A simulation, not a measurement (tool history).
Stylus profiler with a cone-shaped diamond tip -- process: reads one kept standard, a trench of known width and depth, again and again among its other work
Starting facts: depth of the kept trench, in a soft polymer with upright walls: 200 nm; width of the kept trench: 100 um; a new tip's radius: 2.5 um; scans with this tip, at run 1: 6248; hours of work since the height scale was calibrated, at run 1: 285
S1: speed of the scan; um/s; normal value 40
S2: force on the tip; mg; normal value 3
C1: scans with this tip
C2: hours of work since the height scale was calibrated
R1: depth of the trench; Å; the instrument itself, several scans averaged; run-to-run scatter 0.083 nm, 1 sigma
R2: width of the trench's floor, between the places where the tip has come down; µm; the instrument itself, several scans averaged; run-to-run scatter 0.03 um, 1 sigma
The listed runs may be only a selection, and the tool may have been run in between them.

run,hour,S1,S2,C1,C2,R1,R2
1,0,40,3,6248,285,2029.4,97.5
2,30.9,40,3,6369,308,2030.3,97.44
3,88,40,3,6591,352,2028.9,97.43
4,141.5,40,7.06,6800,394,2052,97.53
5,188.3,40,3,6983,430,2030.5,97.48
6,217.2,40,3,7095,452,2031.1,97.42
7,250.8,40,3,7227,478,2031.6,97.47
8,280.8,40,3,7344,501,2030.8,97.44
9,320.5,40,3,7499,532,2031,97.46
10,369.5,40,3.13,7690,570,2033.3,97.42
11,399.9,40,3,7808,593,2032.2,97.43
12,456,70,3,8027,636,2032.3,97.24
13,499.8,70,3,8198,670,2034.4,97.23
14,550.5,70,3,8396,709,2032.1,97.22
15,585.6,70,3,8533,736,2034.1,97.24
16,619.5,40,3,8665,763,2033.4,97.36
17,675.4,40,3,8883,806,2033.4,97.29
18,699.8,42,3,8979,825,2034.3,97.33
19,745.4,40,3,9156,860,2035.8,97.34
20,785.5,40,3,9313,891,2034.6,97.32
21,831.8,40,3,9494,926,2034.9,97.33
# hour 863.7: height scale calibrated on a step standard
22,888.6,40,1.02,9713,19,2025.2,97.2
23,930.5,40,3,9877,52,2038.4,97.21
24,962.6,40,3,10002,76,2038.7,97.25
25,1005.2,36,1.6,10168,109,2030.8,97.23
26,1053.7,119,3.88,10358,147,2044.6,97
27,1109.2,119,3.88,10574,189,2046.3,97.01
# hour 1117.9: height scale calibrated on a step standard, once more
28,1139.8,81,8.61,10691,17,2054.6,97.22
29,1166.6,81,8.61,10796,38,2053.7,97.19
30,1211.9,27,1.61,10973,73,2018,97.28
31,1237.9,27,1.61,11074,93,2016.7,97.23
32,1264.4,10,7.42,11178,113,2049,97.37
33,1306.5,31,3,11342,146,2027.7,97.2
34,1363.2,31,3,11563,189,2028.7,97.26
35,1418.8,22,3.76,11780,232,2033.3,97.28
36,1475,14,1.84,12000,276,2019.5,97.23
37,1515.7,37,2.94,12158,307,2027.4,97.24
38,1540.5,37,2.94,12255,326,2027.7,97.13
39,1583.2,94,3.64,12422,359,2031.5,96.95

Run 40 is up next; what results do you expect?
40,1629.5,66,3.64,12602,395,?,?

R1: 2032.1 Å
R2: 97.05 µm
Were there no unlogged condition in the tool, this run, its random variation unchanged, would have produced R1 2029.5 Å, R2 97.79 µm.
